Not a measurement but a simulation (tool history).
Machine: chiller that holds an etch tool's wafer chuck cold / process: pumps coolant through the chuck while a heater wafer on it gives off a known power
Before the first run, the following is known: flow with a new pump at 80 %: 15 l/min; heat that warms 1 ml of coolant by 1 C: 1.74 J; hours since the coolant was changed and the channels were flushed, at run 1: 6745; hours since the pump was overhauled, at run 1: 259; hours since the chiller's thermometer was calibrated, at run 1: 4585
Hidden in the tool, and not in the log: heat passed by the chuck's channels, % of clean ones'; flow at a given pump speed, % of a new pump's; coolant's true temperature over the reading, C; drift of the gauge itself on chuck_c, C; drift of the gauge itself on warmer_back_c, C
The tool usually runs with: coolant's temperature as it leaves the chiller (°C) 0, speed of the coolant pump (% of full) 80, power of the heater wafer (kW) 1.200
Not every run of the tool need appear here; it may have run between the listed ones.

run,day,coolant's temperature as it leaves the chiller (°C),speed of the coolant pump (% of full),power of the heater wafer (kW),hours since the coolant was changed and the channels were flushed,hours since the pump was overhauled,hours since the chiller's thermometer was calibrated,chuck's temperature once it has settled (°C),how much warmer the coolant comes back (C)
1,0.000,0,80,1.200,6745,259,4585,8.9,2.75
2,1.204,0,80,1.200,6774,288,4613,8.7,2.76
3,2.142,0,80,1.200,6796,311,4636,8.9,2.74
4,2.817,0,80,1.200,6812,327,4652,9.0,2.73
5,3.604,0,80,1.200,6831,346,4671,9.0,2.76
6,4.475,0,80,1.200,6852,367,4692,9.1,2.77
7,5.596,0,70,1.200,6879,394,4719,9.9,3.13
8,6.633,0,70,1.200,6904,419,4744,9.6,3.14
9,7.246,0,80,1.332,6919,433,4758,10.0,3.08
10,7.983,0,80,1.200,6936,451,4776,9.1,2.80
11,8.904,0,98,1.200,6959,473,4798,8.0,2.26
12,10.042,0,98,1.200,6986,500,4826,8.1,2.26
13,10.888,-1,80,1.200,7006,521,4846,8.0,2.79
14,12.012,-1,80,1.200,7033,548,4873,8.2,2.75
15,13.246,0,80,1.196,7063,577,4903,8.8,2.80
16,14.271,0,80,1.200,7087,602,4927,9.0,2.75
17,15.004,0,80,1.200,7105,620,4945,9.1,2.75
18,15.712,0,80,1.200,7122,636,4962,9.1,2.79
19,16.654,0,80,1.200,7145,659,4984,9.0,2.74
20,17.417,6,66,1.200,7163,677,5003,16.2,3.32
21,17.942,10,74,1.374,7175,690,5015,20.9,3.40
22,18.475,10,74,1.374,7188,703,5028,20.9,3.43
23,19.379,-8,74,0.634,7210,724,5050,-3.0,1.62
# day 20.279: chiller's thermometer calibrated
24,20.417,6,74,0.634,7234,748,3,10.8,1.57
25,21.275,6,74,0.634,7254,769,24,11.0,1.55
26,22.467,6,74,0.634,7283,798,53,10.9,1.55
27,23.550,6,74,0.634,7309,824,79,10.7,1.58
28,24.512,6,97,1.082,7332,847,102,13.1,2.06
29,25.100,0,89,0.650,7346,861,116,4.5,1.34
30,25.696,0,89,0.650,7361,875,130,4.5,1.34
31,26.554,10,60,0.669,7381,896,151,15.9,2.02
32,27.717,-1,65,1.200,7409,924,179,9.0,3.38
33,28.788,-7,80,1.200,7435,949,204,1.8,2.80

What differs in the tool's unlogged condition from the final listed run ahead of each entry between runs to the first listed run following it?
In the gap between runs 23 and 24: chiller's thermometer calibrated (day 20.279)
  flow at a given pump speed, % of a new pump's: 99.5 -> 99.4; coolant's true temperature over the reading, C: 0.36 -> 0.03
  what was measured, less what the result would be without the hidden state, chuck's temperature once it has settled (°C): +1.1 -> +0.8
